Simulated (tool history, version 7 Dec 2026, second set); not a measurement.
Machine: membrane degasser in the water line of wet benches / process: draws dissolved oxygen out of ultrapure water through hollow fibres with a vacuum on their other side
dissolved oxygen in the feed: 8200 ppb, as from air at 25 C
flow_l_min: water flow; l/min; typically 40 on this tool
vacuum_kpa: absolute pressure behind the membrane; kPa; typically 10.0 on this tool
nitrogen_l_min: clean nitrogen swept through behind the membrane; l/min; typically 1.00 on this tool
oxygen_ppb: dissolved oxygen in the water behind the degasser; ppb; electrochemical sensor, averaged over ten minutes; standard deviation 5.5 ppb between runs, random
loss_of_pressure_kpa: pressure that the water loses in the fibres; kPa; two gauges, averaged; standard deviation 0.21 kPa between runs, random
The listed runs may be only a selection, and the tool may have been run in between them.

run 1 hour=0.0 | flow_l_min=40 vacuum_kpa=10.0 nitrogen_l_min=1.00 | oxygen_ppb=577.1 loss_of_pressure_kpa=50.88
run 2 hour=127.5 | flow_l_min=40 vacuum_kpa=10.0 nitrogen_l_min=1.00 | oxygen_ppb=582.8 loss_of_pressure_kpa=50.89
run 3 hour=355.2 | flow_l_min=40 vacuum_kpa=10.0 nitrogen_l_min=1.00 | oxygen_ppb=581.7 loss_of_pressure_kpa=51.02
run 4 hour=597.0 | flow_l_min=40 vacuum_kpa=10.0 nitrogen_l_min=1.00 | oxygen_ppb=577.6 loss_of_pressure_kpa=51.31
-- hour=696.8 seals of the vacuum lines changed
run 5 hour=721.8 | flow_l_min=40 vacuum_kpa=10.0 nitrogen_l_min=1.00 | oxygen_ppb=577.9 loss_of_pressure_kpa=51.04
run 6 hour=937.9 | flow_l_min=40 vacuum_kpa=10.2 nitrogen_l_min=1.00 | oxygen_ppb=594.7 loss_of_pressure_kpa=50.92
run 7 hour=1162.6 | flow_l_min=40 vacuum_kpa=10.2 nitrogen_l_min=0.85 | oxygen_ppb=672.8 loss_of_pressure_kpa=51.37
run 8 hour=1334.9 | flow_l_min=40 vacuum_kpa=10.0 nitrogen_l_min=1.00 | oxygen_ppb=575.8 loss_of_pressure_kpa=51.27
run 9 hour=1537.8 | flow_l_min=40 vacuum_kpa=10.0 nitrogen_l_min=1.00 | oxygen_ppb=586.4 loss_of_pressure_kpa=51.04
run 10 hour=1742.9 | flow_l_min=58 vacuum_kpa=10.0 nitrogen_l_min=1.00 | oxygen_ppb=837.0 loss_of_pressure_kpa=74.78
run 11 hour=1948.9 | flow_l_min=40 vacuum_kpa=7.2 nitrogen_l_min=1.00 | oxygen_ppb=380.9 loss_of_pressure_kpa=51.42
run 12 hour=2091.8 | flow_l_min=40 vacuum_kpa=7.2 nitrogen_l_min=1.00 | oxygen_ppb=378.2 loss_of_pressure_kpa=51.39
run 13 hour=2254.5 | flow_l_min=40 vacuum_kpa=7.2 nitrogen_l_min=1.00 | oxygen_ppb=379.0 loss_of_pressure_kpa=51.55
run 14 hour=2407.4 | flow_l_min=35 vacuum_kpa=10.0 nitrogen_l_min=1.00 | oxygen_ppb=509.1 loss_of_pressure_kpa=45.26
run 15 hour=2592.7 | flow_l_min=35 vacuum_kpa=10.0 nitrogen_l_min=1.00 | oxygen_ppb=523.6 loss_of_pressure_kpa=44.85
run 16 hour=2756.4 | flow_l_min=35 vacuum_kpa=10.0 nitrogen_l_min=1.00 | oxygen_ppb=513.4 loss_of_pressure_kpa=45.00
run 17 hour=3006.7 | flow_l_min=40 vacuum_kpa=20.7 nitrogen_l_min=2.18 | oxygen_ppb=735.2 loss_of_pressure_kpa=51.74
run 18 hour=3180.7 | flow_l_min=42 vacuum_kpa=8.5 nitrogen_l_min=1.07 | oxygen_ppb=484.9 loss_of_pressure_kpa=54.36
run 19 hour=3323.7 | flow_l_min=36 vacuum_kpa=8.5 nitrogen_l_min=0.47 | oxygen_ppb=716.8 loss_of_pressure_kpa=46.26
run 20 hour=3558.6 | flow_l_min=36 vacuum_kpa=8.5 nitrogen_l_min=0.47 | oxygen_ppb=709.6 loss_of_pressure_kpa=46.32
run 21 hour=3798.0 | flow_l_min=36 vacuum_kpa=8.5 nitrogen_l_min=0.47 | oxygen_ppb=719.1 loss_of_pressure_kpa=46.62
run 22 hour=4075.4 | flow_l_min=36 vacuum_kpa=8.5 nitrogen_l_min=0.47 | oxygen_ppb=715.4 loss_of_pressure_kpa=47.00
run 23 hour=4257.6 | flow_l_min=36 vacuum_kpa=8.5 nitrogen_l_min=0.47 | oxygen_ppb=705.0 loss_of_pressure_kpa=46.77
run 24 hour=4455.5 | flow_l_min=35 vacuum_kpa=6.6 nitrogen_l_min=0.56 | oxygen_ppb=431.6 loss_of_pressure_kpa=45.64
run 25 hour=4641.3 | flow_l_min=35 vacuum_kpa=6.6 nitrogen_l_min=0.56 | oxygen_ppb=422.4 loss_of_pressure_kpa=45.52
run 26 hour=4922.2 | flow_l_min=35 vacuum_kpa=10.5 nitrogen_l_min=0.88 | oxygen_ppb=608.5 loss_of_pressure_kpa=45.60
run 27 hour=5090.3 | flow_l_min=40 vacuum_kpa=19.9 nitrogen_l_min=2.69 | oxygen_ppb=607.1 loss_of_pressure_kpa=52.28
run 28 hour=5251.3 | flow_l_min=40 vacuum_kpa=19.9 nitrogen_l_min=2.69 | oxygen_ppb=608.8 loss_of_pressure_kpa=51.89
run 29 hour=5529.6 | flow_l_min=40 vacuum_kpa=19.2 nitrogen_l_min=0.74 | oxygen_ppb=1430.9 loss_of_pressure_kpa=51.95
run 30 hour=5651.6 | flow_l_min=40 vacuum_kpa=19.2 nitrogen_l_min=0.74 | oxygen_ppb=1441.2 loss_of_pressure_kpa=52.31
run 31 hour=5795.2 | flow_l_min=40 vacuum_kpa=19.2 nitrogen_l_min=0.74 | oxygen_ppb=1472.2 loss_of_pressure_kpa=52.59
run 32 hour=5969.7 | flow_l_min=40 vacuum_kpa=19.2 nitrogen_l_min=0.74 | oxygen_ppb=1459.4 loss_of_pressure_kpa=52.67

Consider 3 possible next runs. They are alternatives, not a sequence: every one starts from the tool as it was left by run 32. What does each give?
run A hour=6238.8 | flow_l_min=39 vacuum_kpa=15.7 nitrogen_l_min=2.82 | oxygen_ppb=? loss_of_pressure_kpa=?
run B hour=6238.8 | flow_l_min=43 vacuum_kpa=6.1 nitrogen_l_min=2.91 | oxygen_ppb=? loss_of_pressure_kpa=?
run C hour=6238.8 | flow_l_min=40 vacuum_kpa=10.9 nitrogen_l_min=0.66 | oxygen_ppb=? loss_of_pressure_kpa=?

run=A oxygen_ppb=453.4 loss_of_pressure_kpa=50.84
run=B oxygen_ppb=189.1 loss_of_pressure_kpa=56.03
run=C oxygen_ppb=854.0 loss_of_pressure_kpa=52.15
Had the tool no hidden state, the same runs would have come out as:
run=A oxygen_ppb=436.8 loss_of_pressure_kpa=48.95
run=B oxygen_ppb=169.8 loss_of_pressure_kpa=53.95
run=C oxygen_ppb=830.1 loss_of_pressure_kpa=50.21
